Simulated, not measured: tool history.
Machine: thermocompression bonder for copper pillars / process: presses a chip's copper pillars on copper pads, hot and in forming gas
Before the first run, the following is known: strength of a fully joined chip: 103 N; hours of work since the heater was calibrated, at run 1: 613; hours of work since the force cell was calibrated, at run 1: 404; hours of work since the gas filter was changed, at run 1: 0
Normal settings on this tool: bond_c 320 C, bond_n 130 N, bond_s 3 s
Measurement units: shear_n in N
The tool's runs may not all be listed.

run   hour  bond_c  bond_n  bond_s  hours of work since the heater was calibrated  hours of work since the force cell was calibrated  hours of work since the gas filter was changed  shear_n
  1    0.0     320     130       3                                            613                                                404                                               0     45.8
  2   26.7     320     130       3                                            627                                                418                                              14     43.9
  3   52.7     320     130       3                                            641                                                432                                              28     44.4
  4   83.0     320     130       3                                            656                                                448                                              44     45.0
  5  101.0     320     130       3                                            666                                                457                                              53     46.0
  6  121.6     320     130       3                                            677                                                468                                              64     44.1
  7  153.4     320     130       3                                            693                                                485                                              81     44.4
  8  175.0     320     130       3                                            705                                                496                                              92     44.0
  9  196.8     320     130       3                                            716                                                507                                             103     44.7
 10  230.4     320     130       3                                            734                                                525                                             121     45.3
 11  245.7     320     130       3                                            742                                                533                                             129     44.7
 12  263.7     320     130       3                                            751                                                542                                             138     43.5
 13  290.5     314     130       3                                            765                                                556                                             152     42.1
 14  312.9     314     130       3                                            777                                                568                                             164     41.5
 15  344.2     320     130       3                                            793                                                585                                             181     44.4
 16  366.8     320     130       3                                            805                                                596                                             192     43.6
 17  383.2     328     130       3                                            814                                                605                                             201     49.7
 18  415.4     328     130       3                                            831                                                622                                             218     49.5
     425.6  -- heater calibrated with a thermocouple chip
 19  444.4     328     130       3                                             10                                                636                                             232     42.2
 20  464.6     320     130       6                                             20                                                647                                             243     49.4
 21  483.8     319     181       7                                             30                                                657                                             253     58.6
 22  513.7     319     133       2                                             46                                                672                                             268     33.2
 23  529.8     319     133       2                                             55                                                681                                             277     31.5
 24  544.6     326      88       4                                             62                                                689                                             285     35.9
 25  567.3     313     139       3                                             74                                                700                                             296     36.8
 26  598.0     309     131       3                                             90                                                717                                             312     33.2
 27  631.6     320     177       6                                            108                                                734                                             330     56.8
 28  654.1     332     130       2                                            120                                                746                                             342     38.3
 29  670.5     332     130       2                                            128                                                755                                             350     38.0
 30  693.8     320     192       3                                            141                                                767                                             363     46.8
     717.4  -- forming gas filter changed
 31  721.8     331     180       4                                            155                                                781                                               2     58.9
 32  746.8     320     128       3                                            168                                                794                                              15     40.0
 33  779.1     342     130       3                                            185                                                811                                              32     52.3
 34  794.6     293     136       6                                            193                                                819                                              40     38.1
 35  819.9     301     136       6                                            206                                                833                                              54     41.4
 36  834.8     324     175       5                                            214                                                840                                              61     58.3
 37  868.8     324     175       5                                            232                                                858                                              79     59.3
 38  901.0     337      87       9                                            249                                                875                                              96     59.7
 39  922.5     337      87       9                                            260                                                886                                             107     59.8
 40  949.8     337      87       9                                            274                                                901                                             122     57.6

Consider 4 possible next runs. They are alternatives, not a sequence: every one starts from the tool as it was left by run 40. What does each give?
  A  972.0     324     100       9                                            286                                                912                                             133        ?
  B  972.0     306     181       5                                            286                                                912                                             133        ?
  C  972.0     337      87       3                                            286                                                912                                             133        ?
  D  972.0     337      87       4                                            286                                                912                                             133        ?

run  shear_n
  A     53.1
  B     48.5
  C     40.6
  D     45.0
Stripped of hidden state, with their random variation kept, the same runs would have yielded:
run  shear_n
  A     52.0
  B     47.3
  C     39.7
  D     44.1
